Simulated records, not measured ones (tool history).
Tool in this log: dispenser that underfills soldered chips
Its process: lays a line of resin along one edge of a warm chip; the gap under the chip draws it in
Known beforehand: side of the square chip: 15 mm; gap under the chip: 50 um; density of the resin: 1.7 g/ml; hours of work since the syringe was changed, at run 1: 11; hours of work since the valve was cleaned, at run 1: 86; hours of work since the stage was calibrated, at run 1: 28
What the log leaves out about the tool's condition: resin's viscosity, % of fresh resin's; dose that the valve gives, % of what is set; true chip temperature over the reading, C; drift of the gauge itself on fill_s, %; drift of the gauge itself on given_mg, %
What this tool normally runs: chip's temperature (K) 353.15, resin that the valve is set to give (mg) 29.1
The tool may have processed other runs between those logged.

run	hour	chip's temperature (K)	resin that the valve is set to give (mg)	hours of work since the syringe was changed	hours of work since the valve was cleaned	hours of work since the stage was calibrated	time until the resin shows at the far edge (s)	resin that the valve gave (mg)
1	0.0	353.15	29.1	11	86	28	528.3	27.06
# hour 2.0: new syringe of resin
2	5.6	353.15	29.1	3	90	32	309.6	26.79
3	9.5	353.15	29.1	5	92	35	368.6	26.79
4	14.5	353.15	29.1	9	96	38	449.5	26.75
# hour 19.3: new syringe of resin
5	21.2	353.15	32.6	1	100	43	278.6	29.80
6	29.1	366.15	29.1	7	106	48	213.1	26.48
# hour 31.3: dispensing valve cleaned and set on the balance
7	36.9	366.15	29.1	12	4	53	276.3	28.94
# hour 38.2: new syringe of resin
8	44.4	353.15	24.8	4	9	58	349.0	24.69
9	52.9	353.15	29.1	10	15	64	484.6	28.65
# hour 55.9: new syringe of resin
10	57.0	353.15	29.1	1	18	67	266.2	28.86
11	62.6	353.15	29.1	5	21	71	342.2	28.51
12	68.6	346.15	29.1	9	26	75	636.3	28.60
# hour 73.5: new syringe of resin
13	75.9	346.15	29.1	2	31	80	409.6	28.44
14	80.7	353.15	28.3	5	34	83	353.8	27.68
15	88.1	338.15	28.3	10	39	88	1095.2	27.75
# hour 91.1: new syringe of resin
16	94.7	353.15	27.7	3	44	93	305.4	26.68
17	99.5	353.15	27.7	6	47	96	378.5	26.89
18	103.8	353.15	27.7	9	50	99	457.5	26.59
# hour 109.0: new syringe of resin
19	110.0	343.15	34.8	1	54	103	459.2	33.53
20	114.1	364.15	34.0	4	57	106	184.3	32.50
21	122.8	342.15	31.0	10	63	112	837.7	29.48
# hour 127.0: new syringe of resin
22	130.1	345.15	27.6	2	68	117	451.0	25.99
23	136.6	356.15	26.3	7	72	122	346.8	25.01
24	143.0	339.15	32.9	11	77	126	1071.2	31.12
# hour 144.4: new syringe of resin
25	151.9	347.15	32.7	5	83	132	477.7	30.58
26	158.7	360.15	34.5	10	88	137	326.7	31.93
# hour 162.2: new syringe of resin
27	162.9	343.15	32.8	0	90	140	447.9	30.51
28	167.0	353.15	37.7	3	93	143	313.1	34.98
29	175.7	353.15	37.7	9	99	149	461.6	35.04
# hour 179.5: new syringe of resin
30	182.8	353.15	37.7	2	104	153	280.7	34.70
# hour 187.0: dispensing valve cleaned and set on the balance
31	191.1	353.15	37.7	7	3	159	378.0	37.76
32	197.4	339.15	26.3	12	7	163	1105.4	26.13
# hour 198.5: new syringe of resin
33	206.9	363.15	26.3	6	14	169	223.4	26.05
34	214.6	359.15	34.3	11	19	175	356.2	33.73
# hour 216.0: new syringe of resin
35	218.7	362.15	32.8	2	22	178	179.2	32.01

Each row is a separate what-if for the run after 35, all from the same tool condition, not one after another. Results?
A	223.0	348.15	29.4	5	25	181	?	?
B	223.0	362.15	36.3	5	25	181	?	?
C	223.0	363.15	27.0	5	25	181	?	?
D	223.0	341.15	36.8	5	25	181	?	?
E	223.0	362.15	27.9	5	25	181	?	?

run	time until the resin shows at the far edge (s)	resin that the valve gave (mg)
A	452.5	28.60
B	213.9	35.75
C	212.4	26.48
D	628.6	35.97
E	217.3	27.41
Had the tool no hidden state, the same runs would have come out as:
run	time until the resin shows at the far edge (s)	resin that the valve gave (mg)
A	355.3	29.24
B	167.8	36.55
C	165.8	27.07
D	496.0	36.77
E	169.8	28.02

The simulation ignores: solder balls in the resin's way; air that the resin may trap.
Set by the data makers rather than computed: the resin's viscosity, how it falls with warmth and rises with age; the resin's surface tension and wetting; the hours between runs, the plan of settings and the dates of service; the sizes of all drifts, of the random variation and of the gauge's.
